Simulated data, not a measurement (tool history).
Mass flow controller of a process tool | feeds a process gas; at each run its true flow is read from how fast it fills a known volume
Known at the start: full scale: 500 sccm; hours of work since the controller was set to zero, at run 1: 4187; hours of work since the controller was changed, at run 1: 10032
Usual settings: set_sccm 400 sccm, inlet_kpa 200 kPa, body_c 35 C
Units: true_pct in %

run     hour  set_sccm  inlet_kpa  body_c  hours of work since the controller was set to zero  hours of work since the controller was changed  true_pct
  1      0.0       400        200      35                                                4187                                           10032     98.50
  2    552.7       400        200      35                                                4460                                           10305     98.53
  3    951.6       400        200      35                                                4657                                           10502     98.47
  4   1212.1       150        200      35                                                4785                                           10631     97.04
  5   1569.2       150        200      35                                                4962                                           10807     97.09
  6   1844.5       400        200      35                                                5098                                           10943     98.51
  7   2152.8       400        200      35                                                5250                                           11095     98.59
  8   2658.8       400        200      30                                                5500                                           11345     99.08
      3175.2  -- controller's zero set anew
  9   3219.6       400        200      38                                                  22                                           11622     98.32
 10   3674.2       400        200      35                                                 246                                           11847     98.60
 11   4178.6       309        200      35                                                 496                                           12096     98.14
 12   4651.1       309        200      35                                                 729                                           12329     98.16
 13   5173.4       309        200      35                                                 987                                           12587     98.31
 14   5736.8        95        185      38                                                1265                                           12865     96.76
 15   5996.0        53        258      29                                                1393                                           12994     97.79
 16   6570.6        53        258      29                                                1677                                           13277     97.80
 17   7142.7       113        200      20                                                1960                                           13560     98.80
 18   7443.2       364        166      34                                                2108                                           13708     98.57
 19   7938.6       399        166      34                                                2353                                           13953     98.71
 20   8220.7       399        166      34                                                2492                                           14092     98.79
      8444.3  -- controller exchanged for a calibrated one
 21   8620.7       399        187      28                                                  87                                              87     99.56
 22   9173.6       239        200      26                                                 360                                             360     99.10
 23   9602.8       110        160      27                                                 572                                             572     97.95
 24  10100.5        50        203      32                                                 818                                             818     97.40
 25  10391.2        50        203      32                                                 962                                             962     97.48
 26  10659.5       305        272      24                                                1094                                            1094     99.87

Hidden state at the last listed run before each entry between runs and at the first one after, where it differs:
Between runs 8 and 9: controller's zero set anew (hour 3175.2)
  flow at rest that the sensor doesn't see, % of full scale: -0.003 -> 0; drift of the gauge itself on true_pct, %: 0.12 -> 0.15
  measured less the result without the state, true_pct: +0.13 -> +0.15 %
Between runs 20 and 21: controller exchanged for a calibrated one (hour 8444.3)
  flow at rest that the sensor doesn't see, % of full scale: -0.001 -> 0; true flow over the shown one, %: 0.01 -> 0; drift of the gauge itself on true_pct, %: 0.38 -> 0.4
  measured less the result without the state, true_pct: +0.39 -> +0.40 %
